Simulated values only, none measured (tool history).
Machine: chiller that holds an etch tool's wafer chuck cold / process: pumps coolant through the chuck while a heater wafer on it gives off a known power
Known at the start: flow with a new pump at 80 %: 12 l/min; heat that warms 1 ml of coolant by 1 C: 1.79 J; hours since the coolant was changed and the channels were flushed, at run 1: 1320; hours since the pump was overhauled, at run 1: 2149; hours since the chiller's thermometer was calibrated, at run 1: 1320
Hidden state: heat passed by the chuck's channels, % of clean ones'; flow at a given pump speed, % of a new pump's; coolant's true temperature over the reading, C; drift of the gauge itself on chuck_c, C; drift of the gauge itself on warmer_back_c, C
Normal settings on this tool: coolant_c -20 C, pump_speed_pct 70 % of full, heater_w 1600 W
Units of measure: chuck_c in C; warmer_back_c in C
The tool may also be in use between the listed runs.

run,day,coolant_c,pump_speed_pct,heater_w,hours since the coolant was changed and the channels were flushed,hours since the pump was overhauled,hours since the chiller's thermometer was calibrated,chuck_c,warmer_back_c
1,0,-20,70,1600,1320,2149,1320,-9,5.3
2,3.179,-20,70,1600,1397,2226,1397,-9,5.16
3,8.45,-20,70,1600,1523,2352,1523,-9,5.25
4,14.875,-20,70,1600,1677,2506,1677,-8.8,5.12
5,17.638,-20,70,1600,1744,2573,1744,-9,5.25
6,21.704,-20,70,1600,1841,2670,1841,-9,5.2
7,26.617,-20,70,1600,1959,2788,1959,-9,5.17
8,30.696,-20,70,1600,2057,2886,2057,-8.9,5.15
9,36.8,-21,70,1600,2204,3033,2204,-10,5.08
10,42.879,-21,70,1600,2350,3178,2350,-9.9,5.05
11,48.496,-21,87,1600,2484,3313,2484,-11.7,3.99
12,54.021,-20,70,1600,2617,3446,2617,-8.9,5.03
13,57.458,-20,70,1514,2700,3528,2700,-9.4,4.77
14,60.946,-20,98,1600,2783,3612,2783,-11.5,3.34
15,65.204,-20,70,1754,2885,3714,2885,-7.9,5.54
16,69.471,-25,75,1938,2988,3817,2988,-12.5,5.61
17,73.733,-20,79,829,3090,3919,3090,-14.8,2.14
18,78.396,-20,79,829,3202,4031,3202,-15,2.12
19,84.271,-20,97,1600,3343,4172,3343,-11.3,3.34
20,89.229,-20,69,888,3462,4291,3462,-13.9,2.71
21,91.983,-13,73,1600,3528,4357,3528,-2.2,4.76
22,98.067,-13,71,1600,3674,4503,3674,-2.1,4.85
23,103.717,-13,71,1600,3810,4639,3810,-2.3,4.85
24,107.154,-28,70,1271,3892,4721,3892,-19.2,3.86
25,111.996,-28,70,1271,4008,4837,4008,-19,3.85
# day 115.104: gauge calibrated
26,118.338,-10,79,1274,4161,4989,4161,-2,3.6
27,122.183,-11,72,1934,4253,5082,4253,2.1,6.06
28,126.588,-11,84,1626,4359,5187,4359,-1.3,4.34
29,129.433,-25,73,993,4427,5256,4427,-18.3,3.02

Here are 4 independent what-if runs from the current tool condition. What would each one return?
A,134.454,-20,78,1600,4547,5376,4547,?,?
B,134.454,-24,78,1600,4547,5376,4547,?,?
C,134.454,-20,88,2346,4547,5376,4547,?,?
D,134.454,-20,70,1413,4547,5376,4547,?,?

run,chuck_c,warmer_back_c
A,-9.7,4.57
B,-13.9,4.57
C,-6.4,5.82
D,-10.3,4.56
The same runs, with their run-to-run variation unchanged, on a tool lacking any hidden condition would have given:
run,chuck_c,warmer_back_c
A,-9.8,4.62
B,-14,4.61
C,-6.5,5.86
D,-10.3,4.61
